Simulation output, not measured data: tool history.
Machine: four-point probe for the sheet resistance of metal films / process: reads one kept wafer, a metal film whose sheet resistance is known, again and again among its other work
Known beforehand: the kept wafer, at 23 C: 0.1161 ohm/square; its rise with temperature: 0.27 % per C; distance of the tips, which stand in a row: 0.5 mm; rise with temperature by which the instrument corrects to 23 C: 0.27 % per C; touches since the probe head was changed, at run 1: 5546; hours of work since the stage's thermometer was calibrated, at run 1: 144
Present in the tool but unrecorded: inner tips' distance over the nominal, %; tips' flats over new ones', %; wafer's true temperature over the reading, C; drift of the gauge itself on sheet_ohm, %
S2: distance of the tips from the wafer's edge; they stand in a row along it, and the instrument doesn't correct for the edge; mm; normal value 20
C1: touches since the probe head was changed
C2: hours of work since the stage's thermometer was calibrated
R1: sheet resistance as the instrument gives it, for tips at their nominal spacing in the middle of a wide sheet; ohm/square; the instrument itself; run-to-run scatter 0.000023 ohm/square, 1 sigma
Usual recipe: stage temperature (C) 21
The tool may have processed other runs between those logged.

run 1 day=0.000 | stage_temperature_(C)=21 S2=20 | C1=5546 C2=144 | R1=0.116162
run 2 day=0.942 | stage_temperature_(C)=33 S2=20 | C1=6372 C2=155 | R1=0.116119
run 3 day=1.871 | stage_temperature_(C)=21 S2=26 | C1=7187 C2=167 | R1=0.116091
run 4 day=2.404 | stage_temperature_(C)=21 S2=26 | C1=7654 C2=173 | R1=0.116081
run 5 day=3.279 | stage_temperature_(C)=21 S2=55 | C1=8423 C2=184 | R1=0.116084
run 6 day=3.967 | stage_temperature_(C)=21 S2=55 | C1=9025 C2=193 | R1=0.116087
run 7 day=4.842 | stage_temperature_(C)=21 S2=55 | C1=9793 C2=203 | R1=0.116077
run 8 day=5.496 | stage_temperature_(C)=21 S2=20 | C1=10365 C2=212 | R1=0.116132
run 9 day=6.296 | stage_temperature_(C)=21 S2=20 | C1=11068 C2=221 | R1=0.116188

For run 10, what comes out?
run 10 day=7.308 | stage_temperature_(C)=30 S2=59 | C1=11956 C2=234 | R1=?

{"run 10": {"R1": 0.11607}}
Take away the tool's hidden state, keep the run-to-run variation as it was, and the same run would have given R1 0.116072 ohm/square.

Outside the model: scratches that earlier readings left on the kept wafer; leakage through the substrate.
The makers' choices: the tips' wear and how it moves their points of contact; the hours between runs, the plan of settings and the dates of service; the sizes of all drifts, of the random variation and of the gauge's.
